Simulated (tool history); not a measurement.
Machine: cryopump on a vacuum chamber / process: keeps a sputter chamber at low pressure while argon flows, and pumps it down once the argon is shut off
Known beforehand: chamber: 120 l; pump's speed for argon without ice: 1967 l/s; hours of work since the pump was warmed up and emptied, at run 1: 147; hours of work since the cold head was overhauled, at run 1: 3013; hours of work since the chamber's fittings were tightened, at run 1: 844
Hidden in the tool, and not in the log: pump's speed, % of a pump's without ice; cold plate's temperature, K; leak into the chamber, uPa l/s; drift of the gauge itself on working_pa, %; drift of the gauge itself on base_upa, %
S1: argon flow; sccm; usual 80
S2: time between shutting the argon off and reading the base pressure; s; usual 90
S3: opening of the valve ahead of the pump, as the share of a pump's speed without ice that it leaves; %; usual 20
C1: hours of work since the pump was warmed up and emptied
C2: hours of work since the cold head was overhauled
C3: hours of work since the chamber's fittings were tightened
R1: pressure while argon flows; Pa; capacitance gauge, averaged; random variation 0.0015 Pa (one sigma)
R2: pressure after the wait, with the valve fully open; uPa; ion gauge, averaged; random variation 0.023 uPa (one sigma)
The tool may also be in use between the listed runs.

Run 1, day 0: usual settings; C1 147; C2 3013; C3 844. Result: R1 0.3507 Pa, R2 1.74 uPa.
Run 2, day 5.062: usual settings; C1 233; C2 3100; C3 930. Result: R1 0.3517 Pa, R2 1.92 uPa.
Run 3, day 9.821: usual settings; C1 314; C2 3181; C3 1011. Result: R1 0.3483 Pa, R2 2 uPa.
Run 4, day 12.983: usual settings; C1 368; C2 3234; C3 1065. Result: R1 0.3536 Pa, R2 2.14 uPa.
Run 5, day 16.388: usual settings; C1 426; C2 3292; C3 1123. Result: R1 0.3605 Pa, R2 2.15 uPa.
At day 20.429: pump warmed up, emptied and cooled again.
Run 6, day 21.754: usual settings but S2 24 s; C1 23; C2 3380; C3 1211. Result: R1 0.3469 Pa, R2 3.88 uPa.
Run 7, day 24.396: usual settings but S2 24 s; C1 68; C2 3425; C3 1256. Result: R1 0.3448 Pa, R2 3.86 uPa.
Run 8, day 28.242: usual settings; C1 133; C2 3491; C3 1321. Result: R1 0.3502 Pa, R2 2.36 uPa.
Run 9, day 31.142: usual settings; C1 182; C2 3540; C3 1370. Result: R1 0.3489 Pa, R2 2.34 uPa.
Run 10, day 33.971: usual settings but S2 43 s; C1 231; C2 3588; C3 1419. Result: R1 0.3536 Pa, R2 3.09 uPa.
Run 11, day 37.971: usual settings but S2 43 s; C1 299; C2 3656; C3 1487. Result: R1 0.3519 Pa, R2 3.3 uPa.
Run 12, day 42.125: usual settings but S1 38 sccm; C1 370; C2 3727; C3 1557. Result: R1 0.1684 Pa, R2 2.67 uPa.
At day 43.671: leaking fittings of the chamber tightened, without venting.
Run 13, day 47.162: usual settings but S1 117 sccm, S2 142 s, S3 38 %; C1 454; C2 3812; C3 59. Result: R1 0.2824 Pa, R2 0.71 uPa.
At day 49.558: pump warmed up, emptied and cooled again.
Run 14, day 50.138: usual settings but S1 35 sccm, S2 154 s, S3 22 %; C1 10; C2 3859; C3 107. Result: R1 0.1375 Pa, R2 0.73 uPa.
Run 15, day 53.225: usual settings but S3 35 %; C1 62; C2 3911; C3 159. Result: R1 0.1996 Pa, R2 1.01 uPa.
Run 16, day 57.8: usual settings but S3 35 %; C1 140; C2 3989; C3 237. Result: R1 0.2015 Pa, R2 1.11 uPa.
Run 17, day 62.425: usual settings but S2 272 s, S3 17 %; C1 219; C2 4068; C3 316. Result: R1 0.4099 Pa, R2 0.8 uPa.
Run 18, day 65.533: usual settings but S1 99 sccm, S2 290 s, S3 15 %; C1 272; C2 4121; C3 369. Result: R1 0.5786 Pa, R2 0.86 uPa.
Run 19, day 68.108: usual settings but S1 99 sccm, S2 290 s, S3 15 %; C1 316; C2 4165; C3 413. Result: R1 0.5774 Pa, R2 0.93 uPa.
Run 20, day 71.021: usual settings but S1 88 sccm, S2 30 s, S3 40 %; C1 366; C2 4214; C3 462. Result: R1 0.1994 Pa, R2 2.66 uPa.
Run 21, day 74.208: usual settings but S2 163 s, S3 15 %; C1 420; C2 4269; C3 517. Result: R1 0.4706 Pa, R2 1.22 uPa.
Run 22, day 77.5: usual settings but S1 110 sccm, S2 76 s, S3 42 %; C1 476; C2 4325; C3 573. Result: R1 0.2435 Pa, R2 1.71 uPa.

Measured less the same run without the tool's hidden state. The same run-to-run variation is in both; the gauge's scatter may not be:
run       R1     R2
  1  +0.0052  +0.99
  2  +0.0073  +1.14
  3  +0.0091  +1.23
  4  +0.0108  +1.35
  5  +0.0125  +1.42
  6  +0.0021  +1.35
  7   +0.003  +1.41
  8  +0.0046  +1.53
  9  +0.0056  +1.54
 10  +0.0069  +1.64
 11  +0.0084   +1.8
 12  +0.0049   +1.9
 13  +0.0179  +0.17
 14  +0.0008  +0.18
 15  +0.0031  +0.24
 16  +0.0047  +0.34
 17  +0.0067  +0.45
 18    +0.01  +0.51
 19  +0.0113  +0.56
 20  +0.0114  +0.63
 21   +0.012  +0.71
 22  +0.0187   +0.8
